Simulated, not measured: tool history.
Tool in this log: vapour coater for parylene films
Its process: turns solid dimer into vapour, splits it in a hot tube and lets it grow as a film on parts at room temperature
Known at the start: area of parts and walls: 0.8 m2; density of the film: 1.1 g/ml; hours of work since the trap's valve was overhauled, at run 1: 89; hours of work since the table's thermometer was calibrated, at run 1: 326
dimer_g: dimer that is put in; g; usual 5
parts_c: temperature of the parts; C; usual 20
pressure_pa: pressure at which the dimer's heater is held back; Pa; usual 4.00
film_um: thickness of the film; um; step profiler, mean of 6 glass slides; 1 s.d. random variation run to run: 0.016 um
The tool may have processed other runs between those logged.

run,hour,dimer_g,parts_c,pressure_pa,hours of work since the trap's valve was overhauled,hours of work since the table's thermometer was calibrated,film_um
1,0.0,5,20,4.00,89,326,2.80
2,13.0,5,20,4.00,96,333,2.80
3,28.5,5,20,7.08,104,341,2.41
4,47.3,5,19,7.08,114,351,2.48
5,61.2,5,20,4.00,121,358,2.80
6,79.0,5,20,4.00,130,367,2.79
7,91.8,5,20,4.00,137,374,2.81
8,109.1,5,20,4.00,146,383,2.78
9,118.8,5,20,4.00,151,388,2.74
10,136.6,5,20,4.00,160,397,2.76
11,148.0,5,20,4.96,166,403,2.64
12,159.8,5,20,4.00,172,409,2.77
13,171.7,5,20,4.00,178,415,2.77
14,183.8,5,20,4.00,184,421,2.75
15,192.8,5,20,4.00,189,426,2.74
16,207.0,5,23,4.00,196,433,2.50
17,215.3,5,23,4.00,200,437,2.52
18,231.4,5,23,4.00,209,446,2.53
19,249.0,5,23,4.00,218,455,2.51
20,263.4,2,20,4.00,225,462,1.09
21,274.3,2,20,4.00,231,468,1.09
22,287.9,2,20,4.00,238,475,1.08
23,304.1,5,20,4.00,246,483,2.72
24,318.3,4,16,4.00,253,491,2.45
25,331.6,6,20,4.68,260,497,3.14
26,340.8,6,22,2.51,265,502,3.47
27,351.7,6,22,2.51,271,508,3.48
28,360.5,4,16,2.43,275,512,2.78
29,376.4,4,16,2.43,283,521,2.74
30,386.6,4,16,2.43,289,526,2.75
31,404.1,4,16,2.43,298,535,2.77
32,416.7,4,16,2.43,304,541,2.73
33,429.9,2,16,2.49,311,548,1.35
34,444.8,5,20,2.26,319,556,3.10
35,458.2,5,20,2.79,326,563,2.94
36,469.0,2,20,2.79,331,568,1.17
37,482.7,7,15,5.78,338,575,3.96
38,500.2,2,30,8.75,347,584,0.67
39,516.8,2,30,8.75,356,593,0.64
40,530.7,3,30,8.75,363,600,0.98
41,548.2,3,30,4.39,372,609,1.18
42,561.4,3,30,4.39,379,616,1.16
43,572.7,3,30,2.36,385,622,1.36
44,581.8,8,25,5.00,389,626,3.47
45,597.6,4,17,8.77,398,635,1.94
46,612.1,8,31,2.11,405,642,3.62

Forecast each of these 3 alternatives for the next run:
A,629.7,3,27,10.90,414,651,?
B,629.7,3,20,4.00,414,651,?
C,629.7,8,16,8.00,414,651,?

run,film_um
A,1.03
B,1.59
C,4.04
What these runs would have given with no unlogged condition in the tool:
run,film_um
A,1.10
B,1.71
C,4.33

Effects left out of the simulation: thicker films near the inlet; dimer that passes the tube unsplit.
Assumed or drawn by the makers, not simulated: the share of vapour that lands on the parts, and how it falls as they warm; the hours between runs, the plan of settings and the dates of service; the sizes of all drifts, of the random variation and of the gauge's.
